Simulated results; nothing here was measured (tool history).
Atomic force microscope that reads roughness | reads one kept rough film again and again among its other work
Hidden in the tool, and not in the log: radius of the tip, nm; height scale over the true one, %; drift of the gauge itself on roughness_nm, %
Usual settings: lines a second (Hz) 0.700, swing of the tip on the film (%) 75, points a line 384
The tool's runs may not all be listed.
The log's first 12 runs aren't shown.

run   hour  lines a second (Hz)  swing of the tip on the film (%)  points a line  pictures with this tip  hours of work since the height scale was calibrated  roughness of the kept film (nm (root mean square))
 13  250.3                0.700                                75            384                      75                                                  392                                               1.748
 14  264.9                0.700                                75            384                      93                                                  402                                               1.687
     268.1  -- height scale calibrated on a step standard
 15  289.1                3.040                                75            384                     122                                                   15                                               1.424
 16  308.2                0.700                                75            384                     146                                                   28                                               1.559
 17  328.8                0.700                                75            384                     172                                                   42                                               1.511
 18  356.6                0.700                                75            642                     207                                                   62                                               1.457
 19  380.2                0.700                                75            642                     236                                                   78                                               1.399
     402.0  -- height scale calibrated on a step standard, once more
 20  402.0                0.700                                57            585                     262                                                    0                                               1.427
 21  419.7                2.955                                71            364                     285                                                   12                                               1.205
     436.3  -- new tip fitted
 22  442.7                2.711                                77            384                       8                                                   28                                               1.723
 23  455.8                2.711                                77            931                      24                                                   37                                               1.697
 24  485.9                2.711                                77            931                      62                                                   58                                               1.608
 25  504.1                3.367                                59            541                      85                                                   71                                               1.686
 26  530.4                3.367                                76            478                     118                                                   89                                               1.418
 27  559.8                3.367                                76            478                     155                                                  110                                               1.346
 28  575.3                0.759                                75            489                     174                                                  121                                               1.527
 29  589.2                0.759                                75            489                     192                                                  130                                               1.492
 30  616.1                0.759                                75            489                     225                                                  149                                               1.447
 31  630.0                0.732                                75            489                     243                                                  159                                               1.418
 32  657.6                0.507                                61            870                     277                                                  178                                               1.398
 33  676.0                2.436                                86            504                     300                                                  191                                               1.091
     680.8  -- new tip fitted
 34  696.1                0.519                                75            384                      19                                                  205                                               1.945

Forecast each of these 4 alternatives for the next run:
  A  709.2                1.960                                71            533                      36                                                  214                                                   ?
  B  709.2                3.764                                75            384                      36                                                  214                                                   ?
  C  709.2                0.700                                79            384                      36                                                  214                                                   ?
  D  709.2                2.022                                84            384                      36                                                  214                                                   ?

run  roughness of the kept film (nm (root mean square))
  A                                               1.771
  B                                               1.566
  C                                               1.852
  D                                               1.633
Without the tool's hidden state the same runs would have given:
run  roughness of the kept film (nm (root mean square))
  A                                               1.889
  B                                               1.670
  C                                               1.976
  D                                               1.742
